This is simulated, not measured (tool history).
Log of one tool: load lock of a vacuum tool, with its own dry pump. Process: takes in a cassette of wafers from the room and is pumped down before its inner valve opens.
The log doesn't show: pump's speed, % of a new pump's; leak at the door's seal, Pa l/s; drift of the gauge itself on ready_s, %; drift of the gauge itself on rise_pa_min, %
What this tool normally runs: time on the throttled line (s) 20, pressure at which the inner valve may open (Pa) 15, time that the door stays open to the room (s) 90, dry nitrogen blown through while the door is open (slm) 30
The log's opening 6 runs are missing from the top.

run    hour  time on the throttled line (s)  pressure at which the inner valve may open (Pa)  time that the door stays open to the room (s)  dry nitrogen blown through while the door is open (slm)  hours that the pump has run since its overhaul  times that the door has closed on its seal  incoming humidity of the room's air, %  time from the closed door until the inner valve may open (s)  rise of the pressure with all valves shut (Pa/min)
  7  2073.5                              20                                               15                                             90                                                        8                                           12034                                       34504                                    47.4                                                          37.9                                               0.355
  8  2480.1                              20                                               15                                             90                                                        8                                           12440                                       35378                                    42.0                                                          38.0                                               0.363
     2597.4  -- dry pump taken out, an overhauled one fitted
  9  2939.7                              20                                               24                                             90                                                        8                                             342                                       36353                                    47.0                                                          34.8                                               0.386
 10  3490.4                              20                                               24                                             90                                                        8                                             893                                       37537                                    43.4                                                          35.2                                               0.387
 11  3976.5                              20                                               24                                             90                                                        8                                            1379                                       38582                                    45.6                                                          34.8                                               0.397
 12  4384.5                              20                                               24                                             90                                                        8                                            1787                                       39459                                    50.0                                                          34.8                                               0.423
 13  4785.5                              20                                               15                                            165                                                       30                                            2188                                       40321                                    40.5                                                          36.9                                               0.396
 14  5231.5                              20                                               15                                            165                                                       30                                            2634                                       41280                                    47.0                                                          36.3                                               0.414
 15  5606.1                              20                                               15                                            165                                                       30                                            3009                                       42085                                    44.2                                                          37.1                                               0.428
 16  5850.6                              20                                               15                                            165                                                       30                                            3253                                       42611                                    43.7                                                          36.4                                               0.437
 17  6381.4                              20                                               15                                             90                                                       30                                            3784                                       43752                                    45.9                                                          36.8                                               0.413
 18  6671.6                              20                                               15                                             90                                                       30                                            4074                                       44376                                    44.6                                                          36.5                                               0.416
 19  6975.2                              12                                               15                                             58                                                       35                                            4378                                       45029                                    45.9                                                          31.5                                               0.415
 20  7388.4                              12                                               13                                             58                                                       35                                            4791                                       45917                                    49.1                                                          30.8                                               0.429
 21  7756.3                              12                                               13                                             58                                                       35                                            5159                                       46708                                    44.5                                                          31.5                                               0.437
 22  8143.7                              12                                               13                                             58                                                       35                                            5546                                       47541                                    45.0                                                          32.5                                               0.445
 23  8425.1                              12                                               13                                             58                                                       35                                            5828                                       48146                                    40.4                                                          32.4                                               0.447
 24  8742.8                              15                                               24                                             90                                                       38                                            6145                                       48829                                    41.7                                                          32.5                                               0.475
 25  9080.2                              20                                               12                                             90                                                       30                                            6483                                       49554                                    46.8                                                          38.5                                               0.502
 26  9614.6                              24                                               12                                             90                                                       30                                            7017                                       50703                                    46.2                                                          41.1                                               0.512

Forecast run 27:
 27  9928.7                              24                                               28                                             83                                                       30                                            7331                                       51378                                    46.2                                                             ?                                                   ?

{"run 27": {"time from the closed door until the inner valve may open (s)": 37.9, "rise of the pressure with all valves shut (Pa/min)": 0.519}}
Were there no unlogged condition in the tool, this run, its random variation unchanged, would have produced time from the closed door until the inner valve may open (s) 36.7, rise of the pressure with all valves shut (Pa/min) 0.075.

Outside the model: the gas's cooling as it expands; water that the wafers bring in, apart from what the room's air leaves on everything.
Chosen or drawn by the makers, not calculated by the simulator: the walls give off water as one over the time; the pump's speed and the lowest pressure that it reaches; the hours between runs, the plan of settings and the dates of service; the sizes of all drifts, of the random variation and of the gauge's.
